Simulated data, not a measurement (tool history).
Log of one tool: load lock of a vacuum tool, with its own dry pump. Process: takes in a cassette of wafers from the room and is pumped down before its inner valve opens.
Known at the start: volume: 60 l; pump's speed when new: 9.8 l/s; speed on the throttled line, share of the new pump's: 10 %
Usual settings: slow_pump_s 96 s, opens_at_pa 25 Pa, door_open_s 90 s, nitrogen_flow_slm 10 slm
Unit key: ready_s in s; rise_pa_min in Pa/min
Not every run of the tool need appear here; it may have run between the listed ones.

run	hour	slow_pump_s	opens_at_pa	door_open_s	nitrogen_flow_slm	incoming humidity of the room's air, %	ready_s	rise_pa_min
1	0	96	25	90	10	45	137.2	0.053
2	295.4	96	25	90	10	45.7	136.8	0.054
3	633.6	96	25	90	10	45.3	138.3	0.053
4	836.2	75	25	90	10	43.2	118.5	0.049
5	1182	75	25	90	10	45.8	118.5	0.053
6	1406.6	96	25	113	10	42	137.5	0.06
7	1567.1	96	25	113	10	43	138.6	0.06
8	1778.6	96	25	90	10	44.7	136.2	0.055
9	1956	96	25	90	26	48	136.2	0.049
10	2140	96	25	90	26	47.2	137.6	0.038
# hour 2204.9: door's seal changed, seat wiped
11	2368.7	96	25	90	10	44.2	137.5	0.05
12	2700.5	96	25	90	10	41	136.3	0.048
13	2902.7	96	25	90	10	43.6	138.4	0.046
14	3055.1	96	25	90	10	44.5	135.9	0.047
15	3207.5	96	25	97	10	47.2	135.9	0.059
16	3463.7	96	25	97	10	46	136.9	0.052
17	3804.9	96	25	97	10	42.5	138	0.05
18	4074.2	96	25	90	10	44.4	136.9	0.051
19	4294.4	96	25	90	10	45.1	137	0.052
20	4542.7	96	25	60	10	43.1	137.9	0.042
21	4874.8	175	25	99	6	46	209.7	0.061
22	5092.4	156	33	90	12	47.1	190.9	0.055
23	5447.8	120	25	90	10	43.9	158.5	0.053
24	5805.5	120	22	90	10	43.8	160.7	0.052
25	6139.2	90	41	33	18	44.3	129.7	0.025
26	6433.1	96	38	33	10	46.8	135.8	0.039
27	6784.1	96	38	33	10	46.1	133.5	0.033
28	7042.1	54	22	32	31	48.6	98.4	0.021
29	7320.8	94	25	31	31	38.7	137.4	0.016
30	7676.7	69	40	80	25	48.2	110	0.041
31	7973.6	96	25	90	11	47.8	139	0.053
32	8259.6	155	25	117	11	42	189.7	0.05
33	8508.3	49	47	43	8	45.7	90.5	0.045
34	8734.7	56	24	162	20	44.7	101.9	0.052
# hour 8908.1: dry pump taken out, an overhauled one fitted
35	9089.5	56	24	162	20	44.8	102.6	0.056
36	9261.9	56	24	162	8	43.3	102.4	0.068
37	9527.8	96	49	176	14	43.3	133.9	0.064

Selected run-to-run steps in rise_pa_min, each split into two signed amounts: the part the tool would show with no hidden state at all (from settings, incoming material and random variation), and the remainder, which goes to the hidden state together with any gauge scatter not common to the measured and the hidden-state-free results:
Hidden state at play: pump's speed, % of a new pump's; leak at the door's seal, Pa l/s; drift of the gauge itself on ready_s, %; drift of the gauge itself on rise_pa_min, %.
Run 5 -> 6: slow_pump_s 75 -> 96, door_open_s 90 -> 113. rise_pa_min +0.007 Pa/min: hidden state +0.001, all else +0.006.
Run 8 -> 9: nitrogen_flow_slm 10 -> 26. rise_pa_min -0.006 Pa/min: hidden state -0.001, all else -0.005.
Run 10 -> 11: nitrogen_flow_slm 26 -> 10, door's seal changed, seat wiped. rise_pa_min +0.012 Pa/min: hidden state -0.003, all else +0.015.
Run 20 -> 21: slow_pump_s 96 -> 175, door_open_s 60 -> 99, nitrogen_flow_slm 10 -> 6. rise_pa_min +0.019 Pa/min: hidden state -0.001, all else +0.02.
Run 24 -> 25: slow_pump_s 120 -> 90, opens_at_pa 22 -> 41, door_open_s 90 -> 33, nitrogen_flow_slm 10 -> 18. rise_pa_min -0.027 Pa/min: hidden state +0, all else -0.027.
Run 29 -> 30: slow_pump_s 94 -> 69, opens_at_pa 25 -> 40, door_open_s 31 -> 80, nitrogen_flow_slm 31 -> 25. rise_pa_min +0.025 Pa/min: hidden state -0.001, all else +0.026.
